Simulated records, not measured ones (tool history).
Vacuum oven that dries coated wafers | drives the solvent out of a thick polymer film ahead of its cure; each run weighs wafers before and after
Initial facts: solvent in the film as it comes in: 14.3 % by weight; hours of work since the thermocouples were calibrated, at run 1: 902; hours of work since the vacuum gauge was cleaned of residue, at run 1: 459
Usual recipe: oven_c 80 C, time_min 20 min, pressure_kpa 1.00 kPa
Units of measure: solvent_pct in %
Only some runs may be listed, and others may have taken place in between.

run,hour,oven_c,time_min,pressure_kpa,hours of work since the thermocouples were calibrated,hours of work since the vacuum gauge was cleaned of residue,solvent_pct
1,0.0,80,20,1.00,902,459,0.83
2,36.7,92,20,1.00,918,475,0.31
# hour 67.3: oven's thermocouples calibrated
3,108.8,80,15,1.00,18,505,1.51
4,170.2,80,20,1.00,44,531,0.96
5,226.2,80,20,1.00,68,555,0.93
6,265.8,80,20,1.00,85,572,1.00
7,324.2,93,20,1.00,110,597,0.29
8,369.4,80,20,0.63,129,617,0.82
9,415.9,91,20,0.63,149,637,0.28
10,483.8,80,20,3.06,179,666,1.73
11,552.9,80,20,3.06,208,695,1.74
12,624.1,80,20,1.00,239,726,0.97
13,682.2,80,20,1.00,264,751,0.96
14,756.1,80,20,1.15,295,782,0.99
15,815.2,80,20,1.15,321,808,0.98
16,889.2,80,20,1.15,352,840,1.04
17,958.8,73,20,1.00,382,869,1.84
18,1027.6,81,20,0.67,412,899,0.74
19,1068.3,81,20,0.67,429,916,0.76
20,1114.1,88,16,2.71,449,936,1.10
21,1164.5,88,16,2.71,470,957,1.10
22,1222.1,94,20,1.24,495,982,0.35
23,1294.1,88,20,1.24,526,1013,0.53
24,1339.1,72,26,3.27,545,1032,2.53
25,1385.6,90,22,2.48,565,1052,0.77
26,1436.5,90,31,3.42,587,1074,0.95
27,1481.5,90,31,3.42,606,1093,0.97
28,1543.3,84,19,1.00,633,1120,0.71
29,1583.0,75,33,1.00,650,1137,0.81
30,1638.9,80,11,3.90,674,1161,3.38
31,1684.3,89,32,1.00,693,1180,0.38

Branching from run 31: 3 alternative next runs. What would each branch give?
A,1759.9,76,32,1.00,725,1213,?
B,1759.9,89,14,1.00,725,1213,?
C,1759.9,66,13,1.41,725,1213,?

run,solvent_pct
A,0.76
B,0.69
C,5.04
Without the tool's unlogged condition, the same runs would have read:
run,solvent_pct
A,0.63
B,0.65
C,5.09

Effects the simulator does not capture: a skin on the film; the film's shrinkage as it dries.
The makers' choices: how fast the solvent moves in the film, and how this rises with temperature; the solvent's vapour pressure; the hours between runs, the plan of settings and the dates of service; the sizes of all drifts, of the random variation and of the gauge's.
